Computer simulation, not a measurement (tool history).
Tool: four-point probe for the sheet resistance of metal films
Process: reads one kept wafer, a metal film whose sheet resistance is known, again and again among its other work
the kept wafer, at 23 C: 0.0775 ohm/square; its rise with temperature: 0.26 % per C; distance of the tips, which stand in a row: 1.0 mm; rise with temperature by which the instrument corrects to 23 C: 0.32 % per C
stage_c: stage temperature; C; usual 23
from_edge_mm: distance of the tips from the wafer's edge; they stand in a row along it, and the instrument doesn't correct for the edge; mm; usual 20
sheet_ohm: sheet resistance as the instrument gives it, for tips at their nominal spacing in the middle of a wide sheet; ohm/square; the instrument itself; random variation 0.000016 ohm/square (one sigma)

Run 1, hour 0: usual settings. Result: sheet_ohm 0.07808 ohm/square.
Run 2, hour 33.3: usual settings but stage_c 22 C. Result: sheet_ohm 0.078119 ohm/square.
Run 3, hour 67.4: usual settings but stage_c 20 C. Result: sheet_ohm 0.078215 ohm/square.
Run 4, hour 99.4: usual settings but from_edge_mm 31 mm. Result: sheet_ohm 0.078041 ohm/square.
Run 5, hour 129.4: usual settings but from_edge_mm 31 mm. Result: sheet_ohm 0.078014 ohm/square.
Run 6, hour 167.8: usual settings but from_edge_mm 8 mm. Result: sheet_ohm 0.078621 ohm/square.
Run 7, hour 203: usual settings but from_edge_mm 8 mm. Result: sheet_ohm 0.078622 ohm/square.
Run 8, hour 234.6: usual settings but from_edge_mm 8 mm. Result: sheet_ohm 0.078631 ohm/square.
Run 9, hour 257.2: usual settings but from_edge_mm 8 mm. Result: sheet_ohm 0.078653 ohm/square.
Run 10, hour 277.8: usual settings but from_edge_mm 8 mm. Result: sheet_ohm 0.078661 ohm/square.
Run 11, hour 297.5: usual settings but from_edge_mm 8 mm. Result: sheet_ohm 0.078662 ohm/square.
Run 12, hour 323.6: usual settings but stage_c 22 C. Result: sheet_ohm 0.078153 ohm/square.
Run 13, hour 347.1: usual settings but stage_c 22 C. Result: sheet_ohm 0.078146 ohm/square.
Run 14, hour 368.3: usual settings but stage_c 22 C. Result: sheet_ohm 0.078156 ohm/square.
Run 15, hour 401.2: usual settings but stage_c 27 C. Result: sheet_ohm 0.077945 ohm/square.
Run 16, hour 418.4: usual settings but stage_c 19 C, from_edge_mm 4 mm. Result: sheet_ohm 0.080739 ohm/square.
Run 17, hour 437.1: usual settings but stage_c 35 C, from_edge_mm 46 mm. Result: sheet_ohm 0.077508 ohm/square.
Run 18, hour 477.4: usual settings but stage_c 18 C, from_edge_mm 66 mm. Result: sheet_ohm 0.078271 ohm/square.
Run 19, hour 509.8: usual settings but stage_c 18 C, from_edge_mm 66 mm. Result: sheet_ohm 0.078287 ohm/square.
Run 20, hour 545.5: usual settings. Result: sheet_ohm 0.078154 ohm/square.
Run 21, hour 578.9: usual settings but stage_c 32 C. Result: sheet_ohm 0.077764 ohm/square.
Run 22, hour 609.1: usual settings but stage_c 32 C, from_edge_mm 22 mm. Result: sheet_ohm 0.077767 ohm/square.
Run 23, hour 632.4: usual settings but stage_c 32 C, from_edge_mm 22 mm. Result: sheet_ohm 0.077762 ohm/square.
Run 24, hour 655.9: usual settings but stage_c 32 C, from_edge_mm 23 mm. Result: sheet_ohm 0.077758 ohm/square.
Run 25, hour 689.1: usual settings but stage_c 24 C, from_edge_mm 12 mm. Result: sheet_ohm 0.078311 ohm/square.
Run 26, hour 712: usual settings but stage_c 28 C, from_edge_mm 26 mm. Result: sheet_ohm 0.077912 ohm/square.
Run 27, hour 744.6: usual settings but stage_c 24 C, from_edge_mm 38 mm. Result: sheet_ohm 0.078063 ohm/square.
Run 28, hour 773.2: usual settings but stage_c 19 C, from_edge_mm 10 mm. Result: sheet_ohm 0.07866 ohm/square.
Run 29, hour 811.2: usual settings but from_edge_mm 37 mm. Result: sheet_ohm 0.078153 ohm/square.

4 ways to go on from here, each from the tool as it stands after run 29. What would each give?
Run A, hour 831.5: usual settings but from_edge_mm 5 mm. Result: sheet_ohm ?.
Run B, hour 831.5: usual settings but stage_c 21 C, from_edge_mm 4 mm. Result: sheet_ohm ?.
Run C, hour 831.5: usual settings but stage_c 28 C. Result: sheet_ohm ?.
Run D, hour 831.5: usual settings but stage_c 21 C, from_edge_mm 17 mm. Result: sheet_ohm ?.

run  sheet_ohm
  A    0.07971
  B     0.0807
  C   0.077992
  D   0.078321
Without the tool's hidden state the same runs would have given:
run  sheet_ohm
  A   0.079118
  B   0.080101
  C    0.07741
  D   0.077738
